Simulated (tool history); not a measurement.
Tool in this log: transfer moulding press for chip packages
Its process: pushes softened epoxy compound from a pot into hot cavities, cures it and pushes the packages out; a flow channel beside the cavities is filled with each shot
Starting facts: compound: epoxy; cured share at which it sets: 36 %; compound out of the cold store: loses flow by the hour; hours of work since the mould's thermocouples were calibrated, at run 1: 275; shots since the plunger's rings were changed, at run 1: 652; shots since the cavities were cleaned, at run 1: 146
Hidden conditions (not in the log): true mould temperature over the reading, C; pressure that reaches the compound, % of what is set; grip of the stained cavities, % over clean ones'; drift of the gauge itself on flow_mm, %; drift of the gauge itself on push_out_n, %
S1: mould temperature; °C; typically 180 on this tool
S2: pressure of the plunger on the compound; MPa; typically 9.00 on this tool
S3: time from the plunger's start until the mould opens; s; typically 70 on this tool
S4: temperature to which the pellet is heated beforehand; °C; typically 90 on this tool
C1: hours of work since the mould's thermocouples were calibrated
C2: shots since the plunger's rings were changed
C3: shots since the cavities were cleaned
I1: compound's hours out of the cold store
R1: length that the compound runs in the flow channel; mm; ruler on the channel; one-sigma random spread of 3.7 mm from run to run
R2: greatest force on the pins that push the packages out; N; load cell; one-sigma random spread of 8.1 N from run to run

run,hour,S1,S2,S3,S4,C1,C2,C3,I1,R1,R2
1,0.0,180,9.00,70,90,275,652,146,38.1,941,496
2,12.7,173,9.00,70,90,284,883,377,21.2,1029,1055
# hour 22.9: cavities cleaned with cleaning compound and waxed
3,30.4,180,9.00,70,90,296,1180,138,16.5,996,473
# hour 52.8: cavities cleaned with cleaning compound and waxed
4,60.9,180,7.97,70,90,318,1708,148,35.7,877,488
5,74.2,180,7.97,70,90,328,1952,392,36.8,873,620
# hour 84.1: cavities cleaned with cleaning compound and waxed
6,101.0,180,9.00,70,88,347,2413,309,12.7,1005,579
# hour 114.3: cavities cleaned with cleaning compound and waxed
7,124.3,180,9.00,70,90,363,2810,183,38.2,909,495
# hour 143.6: cavities cleaned with cleaning compound and waxed
8,143.7,180,9.00,70,90,377,3137,1,18.2,975,384
9,156.4,180,9.00,70,90,386,3369,233,17.3,971,551
# hour 171.8: plunger's sealing rings changed
# hour 176.7: cavities cleaned with cleaning compound and waxed
10,177.1,180,9.00,70,90,399,70,7,25.3,994,390
11,199.9,180,9.00,70,90,416,485,422,9.1,1034,667
# hour 206.3: cavities cleaned with cleaning compound and waxed
12,231.0,180,9.00,70,90,438,1026,451,14.1,1015,684
# hour 236.5: cavities cleaned with cleaning compound and waxed
13,246.6,180,9.00,70,90,448,1282,184,26.9,971,483
14,258.8,180,7.77,70,90,457,1506,408,25.6,901,611
# hour 267.0: cavities cleaned with cleaning compound and waxed
15,287.6,177,7.39,90,95,478,2004,376,9.9,933,517
# hour 297.1: cavities cleaned with cleaning compound and waxed
16,312.4,177,7.39,90,95,495,2430,280,44.5,828,411
# hour 327.5: cavities cleaned with cleaning compound and waxed
17,334.6,177,8.42,87,96,511,2807,129,9.3,993,389
# hour 359.5: cavities cleaned with cleaning compound and waxed
18,363.3,177,9.52,87,96,531,3304,69,31.6,962,344
# hour 382.3: plunger's sealing rings changed
# hour 392.8: cavities cleaned with cleaning compound and waxed
19,392.8,178,7.61,88,97,550,164,0,23.0,927,299
20,413.5,180,9.00,67,94,566,542,378,33.8,962,660
# hour 424.5: cavities cleaned with cleaning compound and waxed
21,432.3,180,9.00,67,94,578,856,142,25.9,976,547
# hour 454.9: cavities cleaned with cleaning compound and waxed
22,462.3,180,7.97,67,94,600,1378,135,45.3,860,488
23,475.7,180,7.97,67,94,610,1621,378,21.3,933,666
# hour 484.5: cavities cleaned with cleaning compound and waxed
24,501.3,188,7.00,67,94,628,2061,307,27.3,807,432
# hour 515.6: cavities cleaned with cleaning compound and waxed
25,525.8,188,10.98,67,88,645,2481,186,36.7,987,386
# hour 545.1: cavities cleaned with cleaning compound and waxed
26,555.8,180,9.00,70,90,666,3001,195,12.2,985,558

Below are 3 alternative next runs, each starting from the tool's condition after run 26. Predict each:
# hour 574.8: cavities cleaned with cleaning compound and waxed
A,575.2,177,9.00,70,90,680,3328,7,43.4,?,?
# hour 574.8: cavities cleaned with cleaning compound and waxed
B,575.2,180,8.02,70,90,680,3328,7,37.1,?,?
# hour 574.8: cavities cleaned with cleaning compound and waxed
C,575.2,176,9.00,70,81,680,3328,7,30.3,?,?

run,R1,R2
A,911,489
B,856,386
C,957,558
Had the tool no hidden state, the same runs would have come out as:
run,R1,R2
A,956,448
B,897,356
C,1004,509

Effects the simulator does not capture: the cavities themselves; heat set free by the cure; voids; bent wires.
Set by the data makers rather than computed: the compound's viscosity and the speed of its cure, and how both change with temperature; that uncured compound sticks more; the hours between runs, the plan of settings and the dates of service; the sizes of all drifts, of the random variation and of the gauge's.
